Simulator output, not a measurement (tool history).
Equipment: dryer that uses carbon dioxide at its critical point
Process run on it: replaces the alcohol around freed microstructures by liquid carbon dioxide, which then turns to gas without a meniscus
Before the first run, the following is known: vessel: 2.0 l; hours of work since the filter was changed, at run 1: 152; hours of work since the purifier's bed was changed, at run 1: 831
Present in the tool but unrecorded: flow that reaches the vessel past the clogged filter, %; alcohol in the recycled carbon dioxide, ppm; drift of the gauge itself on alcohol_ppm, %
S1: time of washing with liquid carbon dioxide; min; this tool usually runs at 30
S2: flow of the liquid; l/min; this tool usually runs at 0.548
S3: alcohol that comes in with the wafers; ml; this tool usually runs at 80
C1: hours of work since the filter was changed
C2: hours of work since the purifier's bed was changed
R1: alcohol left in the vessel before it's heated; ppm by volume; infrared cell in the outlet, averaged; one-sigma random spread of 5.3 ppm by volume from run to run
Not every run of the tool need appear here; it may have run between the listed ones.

run,day,S1,S2,S3,C1,C2,R1
1,0.000,30,0.548,80,152,831,439
2,1.588,30,0.548,80,179,858,460
3,2.521,30,0.548,80,194,873,452
# day 4.596: purifier's bed changed
4,4.600,30,0.548,80,227,0,168
5,6.504,30,0.548,80,259,32,195
6,7.425,30,0.548,80,274,47,207
7,8.654,37,0.548,80,294,68,81
# day 9.804: inlet filter changed
8,10.100,30,0.548,77,5,91,165
9,11.754,19,0.711,59,32,118,317
10,12.742,30,0.846,80,49,135,52
11,14.267,39,0.539,36,74,160,80
12,15.158,39,0.845,80,89,175,65
13,16.546,30,0.382,80,112,198,842
14,18.350,30,0.884,44,142,228,92
15,20.342,30,0.884,44,175,261,93

Predict each of these 4 candidate next runs independently; none follows another, all start after run 15:
A,21.354,19,0.884,41,192,278,?
B,21.354,30,0.857,21,192,278,?
C,21.354,47,0.786,37,192,278,?
D,21.354,25,0.548,80,192,278,?

run,R1
A,170
B,99
C,96
D,495
The same runs, with their run-to-run variation unchanged, on a tool lacking any hidden condition would have given:
run,R1
A,58
B,7
C,4
D,322
